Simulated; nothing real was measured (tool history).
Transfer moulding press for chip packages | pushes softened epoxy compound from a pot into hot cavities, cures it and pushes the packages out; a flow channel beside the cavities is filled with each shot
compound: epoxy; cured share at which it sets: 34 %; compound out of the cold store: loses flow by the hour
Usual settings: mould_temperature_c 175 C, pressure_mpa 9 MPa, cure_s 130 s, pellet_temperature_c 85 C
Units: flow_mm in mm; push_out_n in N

run	hour	mould_temperature_c	pressure_mpa	cure_s	pellet_temperature_c	incoming compound's hours out of the cold store	flow_mm	push_out_n
1	0	175	9	130	85	12.3	899	475
# hour 21.9: plunger's sealing rings changed
2	35.1	175	9	130	85	36.6	825	485
3	58.5	175	9	130	85	45.7	811	471
# hour 62: cavities cleaned with cleaning compound and waxed
4	100.1	175	8.84	130	85	18	879	494
# hour 117.4: mould's thermocouples calibrated
5	134.5	175	8.84	130	85	21.4	871	491
6	176.2	175	8.84	130	85	45.8	805	472
# hour 179.8: cavities cleaned with cleaning compound and waxed
7	203.4	175	8.84	130	85	11.7	878	479
8	220.8	175	9	130	86	40.9	818	464
9	252.7	175	9	130	85	39.7	822	481
10	290.8	175	9	130	85	10.8	877	499
# hour 296.3: cavities cleaned with cleaning compound and waxed
11	328.6	175	9	130	85	23.2	879	485
12	362.7	175	9	117	85	40.4	816	544
13	401.3	175	9.15	130	85	17.6	878	477
# hour 411.1: cavities cleaned with cleaning compound and waxed
14	425.7	175	9	130	85	40.1	815	469
15	463.7	172	9.23	130	94	43.6	836	522
16	489	179	9.59	130	85	18.8	879	423
# hour 526.9: cavities cleaned with cleaning compound and waxed
17	530.1	178	9	130	76	34.1	823	434
18	556.3	175	9	132	77	45.1	827	460
19	575.2	176	9	132	77	32.9	842	456

Run 20 comes next. What will it give?
20	607.2	175	9	137	79	41.5	?	?

Run 20 gave flow_mm 810 mm, push_out_n 459 N.
Without the tool's hidden state the same run would have given flow_mm 812 mm, push_out_n 455 N.

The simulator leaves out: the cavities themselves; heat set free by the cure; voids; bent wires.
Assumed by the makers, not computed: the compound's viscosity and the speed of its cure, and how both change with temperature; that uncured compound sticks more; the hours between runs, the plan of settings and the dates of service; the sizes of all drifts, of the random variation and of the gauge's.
